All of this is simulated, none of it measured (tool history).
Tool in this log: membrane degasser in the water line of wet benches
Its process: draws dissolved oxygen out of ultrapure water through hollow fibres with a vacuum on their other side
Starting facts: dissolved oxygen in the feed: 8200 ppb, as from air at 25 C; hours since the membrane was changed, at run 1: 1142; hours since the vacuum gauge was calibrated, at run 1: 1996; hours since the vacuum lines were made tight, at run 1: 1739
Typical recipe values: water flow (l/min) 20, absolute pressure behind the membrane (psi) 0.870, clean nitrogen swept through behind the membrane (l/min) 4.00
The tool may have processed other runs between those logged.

run	hour	water flow (l/min)	absolute pressure behind the membrane (psi)	clean nitrogen swept through behind the membrane (l/min)	hours since the membrane was changed	hours since the vacuum gauge was calibrated	hours since the vacuum lines were made tight	dissolved oxygen in the water behind the degasser (ppb)	pressure that the water loses in the fibres (psi)
1	0.0	20	0.870	4.00	1142	1996	1739	311.3	5.361
2	45.9	20	0.870	4.00	1188	2042	1785	309.3	5.468
3	87.2	20	0.870	4.00	1229	2083	1826	309.7	5.395
4	160.9	20	0.870	4.00	1303	2157	1900	311.7	5.446
5	241.3	20	0.599	4.00	1384	2238	1981	292.5	5.397
6	324.2	18	0.599	4.00	1466	2320	2063	246.3	4.940
7	411.1	20	0.870	5.30	1553	2407	2150	304.7	5.423
8	497.4	20	0.966	4.00	1640	2494	2237	321.6	5.397
9	542.3	20	0.870	4.00	1685	2539	2282	316.6	5.440
10	629.3	17	0.870	4.00	1772	2625	2368	245.8	4.601
11	669.8	17	0.870	4.00	1812	2666	2409	248.0	4.619
12	738.1	20	0.870	4.00	1880	2734	2477	312.9	5.482
13	818.5	20	0.870	4.95	1961	2815	2558	306.0	5.482
14	887.6	20	0.870	4.00	2030	2884	2627	313.1	5.429
# hour 893.9: vacuum gauge calibrated
15	954.2	20	0.870	3.61	2096	60	2693	315.9	5.446
16	1034.1	20	0.870	3.61	2176	140	2773	315.2	5.472
17	1088.1	20	0.870	4.00	2230	194	2827	315.1	5.472
# hour 1121.8: vacuum gauge calibrated, once more
18	1137.1	20	0.870	4.00	2278	15	2875	312.4	5.429
19	1209.5	17	1.404	1.96	2351	88	2948	351.6	4.683

Predict the results of run 20:
20	1272.0	17	1.404	1.96	2413	150	3010	?	?

dissolved oxygen in the water behind the degasser (ppb): 342.6
pressure that the water loses in the fibres (psi): 4.648
With the hidden condition absent and the run-to-run variation left alone, this run would have shown dissolved oxygen in the water behind the degasser (ppb) 332.4, pressure that the water loses in the fibres (psi) 4.593.
